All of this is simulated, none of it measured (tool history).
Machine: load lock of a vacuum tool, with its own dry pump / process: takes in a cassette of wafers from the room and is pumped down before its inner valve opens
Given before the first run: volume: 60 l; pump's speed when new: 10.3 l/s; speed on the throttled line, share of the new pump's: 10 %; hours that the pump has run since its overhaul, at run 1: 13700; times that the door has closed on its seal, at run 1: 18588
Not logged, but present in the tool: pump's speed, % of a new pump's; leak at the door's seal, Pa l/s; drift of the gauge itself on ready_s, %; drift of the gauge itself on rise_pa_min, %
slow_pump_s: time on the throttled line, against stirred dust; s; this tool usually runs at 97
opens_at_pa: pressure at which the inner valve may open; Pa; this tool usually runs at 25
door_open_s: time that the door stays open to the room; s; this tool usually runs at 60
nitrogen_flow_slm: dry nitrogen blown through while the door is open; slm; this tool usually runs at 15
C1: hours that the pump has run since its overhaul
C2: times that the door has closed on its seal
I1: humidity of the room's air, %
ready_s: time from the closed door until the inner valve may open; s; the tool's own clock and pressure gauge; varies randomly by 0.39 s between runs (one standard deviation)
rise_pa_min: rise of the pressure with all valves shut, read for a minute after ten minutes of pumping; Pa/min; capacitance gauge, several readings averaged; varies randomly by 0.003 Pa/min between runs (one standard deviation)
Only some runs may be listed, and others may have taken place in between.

{"run": 1, "hour": 0.0, "slow_pump_s": 97, "opens_at_pa": 25, "door_open_s": 60, "nitrogen_flow_slm": 15, "C1": 13700, "C2": 18588, "I1": 43.7, "ready_s": 140.5, "rise_pa_min": 0.179}
{"run": 2, "hour": 243.1, "slow_pump_s": 97, "opens_at_pa": 25, "door_open_s": 136, "nitrogen_flow_slm": 15, "C1": 13943, "C2": 19788, "I1": 46.1, "ready_s": 140.3, "rise_pa_min": 0.205}
{"run": 3, "hour": 522.3, "slow_pump_s": 97, "opens_at_pa": 25, "door_open_s": 136, "nitrogen_flow_slm": 15, "C1": 14222, "C2": 21166, "I1": 42.5, "ready_s": 140.2, "rise_pa_min": 0.224}
{"run": 4, "hour": 731.8, "slow_pump_s": 97, "opens_at_pa": 25, "door_open_s": 136, "nitrogen_flow_slm": 15, "C1": 14432, "C2": 22201, "I1": 42.5, "ready_s": 139.7, "rise_pa_min": 0.241}
{"run": 5, "hour": 993.1, "slow_pump_s": 97, "opens_at_pa": 25, "door_open_s": 136, "nitrogen_flow_slm": 15, "C1": 14693, "C2": 23491, "I1": 49.6, "ready_s": 140.2, "rise_pa_min": 0.266}
{"run": 6, "hour": 1286.9, "slow_pump_s": 97, "opens_at_pa": 25, "door_open_s": 60, "nitrogen_flow_slm": 15, "C1": 14987, "C2": 24941, "I1": 45.6, "ready_s": 140.4, "rise_pa_min": 0.288}
{"run": 7, "hour": 1584.8, "slow_pump_s": 97, "opens_at_pa": 25, "door_open_s": 60, "nitrogen_flow_slm": 15, "C1": 15285, "C2": 26411, "I1": 42.8, "ready_s": 141.2, "rise_pa_min": 0.299}
{"run": 8, "hour": 1926.7, "slow_pump_s": 97, "opens_at_pa": 25, "door_open_s": 60, "nitrogen_flow_slm": 15, "C1": 15627, "C2": 28099, "I1": 44.4, "ready_s": 140.4, "rise_pa_min": 0.327}
{"run": 9, "hour": 2083.7, "slow_pump_s": 97, "opens_at_pa": 25, "door_open_s": 116, "nitrogen_flow_slm": 15, "C1": 15784, "C2": 28874, "I1": 47, "ready_s": 141.4, "rise_pa_min": 0.351}
{"hour": 2142.3, "done": "door's seal changed, seat wiped"}
{"run": 10, "hour": 2245.1, "slow_pump_s": 97, "opens_at_pa": 25, "door_open_s": 116, "nitrogen_flow_slm": 15, "C1": 15944, "C2": 507, "I1": 44.4, "ready_s": 140.3, "rise_pa_min": 0.038}
{"run": 11, "hour": 2589.0, "slow_pump_s": 97, "opens_at_pa": 25, "door_open_s": 116, "nitrogen_flow_slm": 15, "C1": 16288, "C2": 2205, "I1": 46.2, "ready_s": 141.3, "rise_pa_min": 0.049}
{"run": 12, "hour": 2790.2, "slow_pump_s": 97, "opens_at_pa": 25, "door_open_s": 116, "nitrogen_flow_slm": 15, "C1": 16489, "C2": 3198, "I1": 41.5, "ready_s": 141.3, "rise_pa_min": 0.052}
{"run": 13, "hour": 3044.1, "slow_pump_s": 97, "opens_at_pa": 44, "door_open_s": 116, "nitrogen_flow_slm": 15, "C1": 16743, "C2": 4451, "I1": 44.2, "ready_s": 137.7, "rise_pa_min": 0.058}
{"run": 14, "hour": 3370.5, "slow_pump_s": 97, "opens_at_pa": 44, "door_open_s": 116, "nitrogen_flow_slm": 15, "C1": 17069, "C2": 6063, "I1": 43.5, "ready_s": 137.6, "rise_pa_min": 0.069}
{"run": 15, "hour": 3594.9, "slow_pump_s": 97, "opens_at_pa": 25, "door_open_s": 60, "nitrogen_flow_slm": 15, "C1": 17293, "C2": 7170, "I1": 44.2, "ready_s": 141.4, "rise_pa_min": 0.065}
{"run": 16, "hour": 3881.2, "slow_pump_s": 97, "opens_at_pa": 25, "door_open_s": 60, "nitrogen_flow_slm": 15, "C1": 17580, "C2": 8583, "I1": 45.6, "ready_s": 141.5, "rise_pa_min": 0.079}
{"run": 17, "hour": 4095.6, "slow_pump_s": 97, "opens_at_pa": 25, "door_open_s": 60, "nitrogen_flow_slm": 21, "C1": 17794, "C2": 9642, "I1": 44.9, "ready_s": 141.7, "rise_pa_min": 0.084}
{"run": 18, "hour": 4270.5, "slow_pump_s": 97, "opens_at_pa": 25, "door_open_s": 60, "nitrogen_flow_slm": 21, "C1": 17969, "C2": 10505, "I1": 45.7, "ready_s": 141.4, "rise_pa_min": 0.085}
{"run": 19, "hour": 4596.0, "slow_pump_s": 97, "opens_at_pa": 25, "door_open_s": 60, "nitrogen_flow_slm": 21, "C1": 18294, "C2": 12112, "I1": 45.2, "ready_s": 142.2, "rise_pa_min": 0.108}
{"run": 20, "hour": 4756.3, "slow_pump_s": 163, "opens_at_pa": 42, "door_open_s": 68, "nitrogen_flow_slm": 13, "C1": 18455, "C2": 12903, "I1": 49, "ready_s": 196.5, "rise_pa_min": 0.126}
{"run": 21, "hour": 4961.9, "slow_pump_s": 130, "opens_at_pa": 25, "door_open_s": 60, "nitrogen_flow_slm": 27, "C1": 18660, "C2": 13918, "I1": 47.2, "ready_s": 171.7, "rise_pa_min": 0.118}
{"run": 22, "hour": 5209.7, "slow_pump_s": 97, "opens_at_pa": 25, "door_open_s": 39, "nitrogen_flow_slm": 12, "C1": 18908, "C2": 15141, "I1": 44, "ready_s": 142, "rise_pa_min": 0.142}
{"run": 23, "hour": 5378.3, "slow_pump_s": 194, "opens_at_pa": 22, "door_open_s": 28, "nitrogen_flow_slm": 15, "C1": 19077, "C2": 15973, "I1": 43.6, "ready_s": 228.5, "rise_pa_min": 0.154}
{"run": 24, "hour": 5725.6, "slow_pump_s": 103, "opens_at_pa": 19, "door_open_s": 217, "nitrogen_flow_slm": 9, "C1": 19424, "C2": 17688, "I1": 43, "ready_s": 149.2, "rise_pa_min": 0.21}
{"run": 25, "hour": 5954.7, "slow_pump_s": 99, "opens_at_pa": 46, "door_open_s": 108, "nitrogen_flow_slm": 28, "C1": 19653, "C2": 18819, "I1": 46.4, "ready_s": 140.2, "rise_pa_min": 0.195}
{"run": 26, "hour": 6229.3, "slow_pump_s": 72, "opens_at_pa": 21, "door_open_s": 133, "nitrogen_flow_slm": 8, "C1": 19928, "C2": 20174, "I1": 50.3, "ready_s": 121.8, "rise_pa_min": 0.252}
{"run": 27, "hour": 6560.8, "slow_pump_s": 162, "opens_at_pa": 47, "door_open_s": 212, "nitrogen_flow_slm": 28, "C1": 20259, "C2": 21811, "I1": 45.2, "ready_s": 195.3, "rise_pa_min": 0.24}
{"run": 28, "hour": 6788.2, "slow_pump_s": 162, "opens_at_pa": 47, "door_open_s": 212, "nitrogen_flow_slm": 28, "C1": 20487, "C2": 22933, "I1": 43.1, "ready_s": 196.1, "rise_pa_min": 0.257}
{"run": 29, "hour": 7005.6, "slow_pump_s": 97, "opens_at_pa": 25, "door_open_s": 159, "nitrogen_flow_slm": 15, "C1": 20704, "C2": 24006, "I1": 45.8, "ready_s": 142.3, "rise_pa_min": 0.278}
{"run": 30, "hour": 7200.2, "slow_pump_s": 149, "opens_at_pa": 25, "door_open_s": 159, "nitrogen_flow_slm": 15, "C1": 20899, "C2": 24967, "I1": 48.8, "ready_s": 188.2, "rise_pa_min": 0.31}
{"run": 31, "hour": 7378.9, "slow_pump_s": 149, "opens_at_pa": 28, "door_open_s": 159, "nitrogen_flow_slm": 18, "C1": 21077, "C2": 25849, "I1": 48.8, "ready_s": 188.2, "rise_pa_min": 0.317}
{"run": 32, "hour": 7632.1, "slow_pump_s": 97, "opens_at_pa": 25, "door_open_s": 60, "nitrogen_flow_slm": 4, "C1": 21331, "C2": 27099, "I1": 45.9, "ready_s": 143.1, "rise_pa_min": 0.345}
{"run": 33, "hour": 7872.4, "slow_pump_s": 97, "opens_at_pa": 24, "door_open_s": 49, "nitrogen_flow_slm": 15, "C1": 21571, "C2": 28285, "I1": 45.3, "ready_s": 143.6, "rise_pa_min": 0.344}
{"hour": 8031.0, "done": "door's seal changed, seat wiped"}
{"run": 34, "hour": 8031.0, "slow_pump_s": 97, "opens_at_pa": 25, "door_open_s": 162, "nitrogen_flow_slm": 15, "C1": 21728, "C2": 0, "I1": 48.7, "ready_s": 142.8, "rise_pa_min": 0.044}
{"run": 35, "hour": 8269.7, "slow_pump_s": 97, "opens_at_pa": 22, "door_open_s": 162, "nitrogen_flow_slm": 15, "C1": 21967, "C2": 1179, "I1": 45, "ready_s": 143.8, "rise_pa_min": 0.049}
{"hour": 8437.5, "done": "dry pump taken out, an overhauled one fitted"}
{"run": 36, "hour": 8495.2, "slow_pump_s": 179, "opens_at_pa": 22, "door_open_s": 162, "nitrogen_flow_slm": 15, "C1": 58, "C2": 2262, "I1": 43.8, "ready_s": 210, "rise_pa_min": 0.053}

Below are 4 alternative next runs, each starting from the tool's condition after run 36. Predict each:
{"run": "A", "hour": 8762.5, "slow_pump_s": 179, "opens_at_pa": 42, "door_open_s": 162, "nitrogen_flow_slm": 5, "C1": 325, "C2": 3582, "I1": 45.1, "ready_s": "?", "rise_pa_min": "?"}
{"run": "B", "hour": 8762.5, "slow_pump_s": 97, "opens_at_pa": 35, "door_open_s": 25, "nitrogen_flow_slm": 15, "C1": 325, "C2": 3582, "I1": 46.4, "ready_s": "?", "rise_pa_min": "?"}
{"run": "C", "hour": 8762.5, "slow_pump_s": 114, "opens_at_pa": 25, "door_open_s": 60, "nitrogen_flow_slm": 20, "C1": 325, "C2": 3582, "I1": 45.7, "ready_s": "?", "rise_pa_min": "?"}
{"run": "D", "hour": 8762.5, "slow_pump_s": 67, "opens_at_pa": 25, "door_open_s": 60, "nitrogen_flow_slm": 15, "C1": 325, "C2": 3582, "I1": 44.4, "ready_s": "?", "rise_pa_min": "?"}

run=A ready_s=206.3 rise_pa_min=0.084
run=B ready_s=133.1 rise_pa_min=0.04
run=C ready_s=150.6 rise_pa_min=0.042
run=D ready_s=108.9 rise_pa_min=0.041
What these runs would have given with no unlogged condition in the tool:
run=A ready_s=206.4 rise_pa_min=0.068
run=B ready_s=133.3 rise_pa_min=0.023
run=C ready_s=150.8 rise_pa_min=0.025
run=D ready_s=109.1 rise_pa_min=0.025

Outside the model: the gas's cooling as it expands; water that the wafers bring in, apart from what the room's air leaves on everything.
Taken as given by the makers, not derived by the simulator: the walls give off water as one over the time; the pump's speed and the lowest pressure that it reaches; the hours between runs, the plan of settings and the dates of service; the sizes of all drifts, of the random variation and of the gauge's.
